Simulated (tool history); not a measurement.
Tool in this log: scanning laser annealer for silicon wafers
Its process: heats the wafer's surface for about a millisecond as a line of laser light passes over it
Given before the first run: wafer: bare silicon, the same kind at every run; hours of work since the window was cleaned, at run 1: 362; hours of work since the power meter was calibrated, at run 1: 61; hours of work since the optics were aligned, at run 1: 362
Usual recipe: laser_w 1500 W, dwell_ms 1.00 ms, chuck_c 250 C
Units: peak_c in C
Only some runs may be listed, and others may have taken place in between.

| run | hour | laser_w | dwell_ms | chuck_c | hours of work since the window was cleaned | hours of work since the power meter was calibrated | hours of work since the optics were aligned | peak_c |
|---|---|---|---|---|---|---|---|---|
| 1 | 0.0 | 1500 | 1.00 | 250 | 362 | 61 | 362 | 1082 |
| 2 | 65.3 | 1500 | 1.00 | 250 | 403 | 102 | 403 | 1082 |
| 3 | 97.4 | 1500 | 0.97 | 250 | 423 | 122 | 423 | 1064 |
| 4 | 150.3 | 1500 | 0.97 | 250 | 456 | 156 | 456 | 1068 |
| 5 | 191.6 | 1500 | 1.00 | 248 | 482 | 181 | 482 | 1082 |
| 6 | 230.8 | 1500 | 1.00 | 248 | 507 | 206 | 507 | 1081 |
| 7 | 295.2 | 1500 | 1.00 | 248 | 547 | 246 | 547 | 1077 |
| 8 | 336.8 | 1500 | 1.00 | 250 | 573 | 272 | 573 | 1079 |
| 9 | 369.0 | 1500 | 1.00 | 250 | 593 | 293 | 593 | 1080 |
| 10 | 432.6 | 1500 | 1.09 | 250 | 633 | 332 | 633 | 1124 |
| 11 | 484.3 | 1500 | 1.00 | 250 | 666 | 365 | 666 | 1080 |
| 12 | 548.0 | 1500 | 1.00 | 250 | 705 | 405 | 705 | 1078 |
| 13 | 612.5 | 1500 | 1.00 | 250 | 746 | 445 | 746 | 1084 |
| 14 | 658.7 | 1500 | 0.75 | 250 | 775 | 474 | 775 | 948 |
| 15 | 711.2 | 1500 | 0.75 | 250 | 808 | 507 | 808 | 949 |
| 16 | 773.2 | 1500 | 0.75 | 250 | 847 | 546 | 847 | 947 |
|  | 807.2 | window over the wafer cleaned |
| 17 | 829.8 | 1523 | 1.00 | 250 | 14 | 580 | 881 | 1094 |
| 18 | 864.3 | 1500 | 1.03 | 250 | 36 | 601 | 902 | 1098 |
| 19 | 933.6 | 1500 | 1.16 | 250 | 79 | 645 | 946 | 1159 |
| 20 | 991.8 | 1500 | 1.00 | 250 | 116 | 681 | 982 | 1083 |
| 21 | 1048.0 | 1500 | 1.18 | 250 | 151 | 716 | 1017 | 1167 |
| 22 | 1095.3 | 1472 | 0.87 | 281 | 180 | 746 | 1047 | 1032 |
| 23 | 1144.0 | 1448 | 1.17 | 278 | 211 | 777 | 1077 | 1158 |
| 24 | 1205.6 | 1448 | 1.06 | 289 | 249 | 815 | 1116 | 1120 |
| 25 | 1239.4 | 1448 | 0.91 | 289 | 271 | 836 | 1137 | 1047 |
| 26 | 1277.1 | 1558 | 0.73 | 264 | 294 | 860 | 1161 | 980 |
| 27 | 1330.3 | 1500 | 1.00 | 262 | 328 | 893 | 1194 | 1095 |
| 28 | 1397.8 | 1478 | 1.01 | 262 | 370 | 936 | 1236 | 1082 |
| 29 | 1437.6 | 1478 | 1.01 | 262 | 395 | 960 | 1261 | 1089 |
| 30 | 1470.0 | 1478 | 1.01 | 262 | 415 | 981 | 1282 | 1086 |
| 31 | 1523.1 | 1478 | 1.01 | 262 | 448 | 1014 | 1315 | 1086 |
| 32 | 1554.9 | 1478 | 1.01 | 262 | 468 | 1034 | 1335 | 1088 |
| 33 | 1613.2 | 1500 | 1.00 | 210 | 505 | 1070 | 1371 | 1041 |
| 34 | 1665.6 | 1500 | 1.22 | 250 | 538 | 1103 | 1404 | 1190 |
| 35 | 1731.3 | 1546 | 0.71 | 257 | 579 | 1144 | 1445 | 952 |
| 36 | 1784.7 | 1492 | 1.00 | 211 | 612 | 1178 | 1479 | 1038 |
| 37 | 1826.5 | 1472 | 1.00 | 242 | 638 | 1204 | 1505 | 1058 |
| 38 | 1880.4 | 1401 | 1.21 | 231 | 672 | 1238 | 1539 | 1102 |
|  | 1908.1 | optics aligned, line set to its width |
| 39 | 1921.4 | 1401 | 1.21 | 231 | 695 | 1260 | 8 | 1099 |
| 40 | 1966.2 | 1360 | 1.05 | 283 | 723 | 1288 | 36 | 1057 |
| 41 | 2016.6 | 1360 | 1.05 | 283 | 754 | 1320 | 68 | 1056 |

What differs in the tool's unlogged condition from the final listed run ahead of each entry between runs to the first listed run following it?
Logged between run 16 and run 17: window over the wafer cleaned (hour 807.2)
  light that passes the window, % of a clean one's: 99.97 -> 100
Logged between run 38 and run 39: optics aligned, line set to its width (hour 1908.1)
  width of the line over the set one, %: 0.05 -> 0

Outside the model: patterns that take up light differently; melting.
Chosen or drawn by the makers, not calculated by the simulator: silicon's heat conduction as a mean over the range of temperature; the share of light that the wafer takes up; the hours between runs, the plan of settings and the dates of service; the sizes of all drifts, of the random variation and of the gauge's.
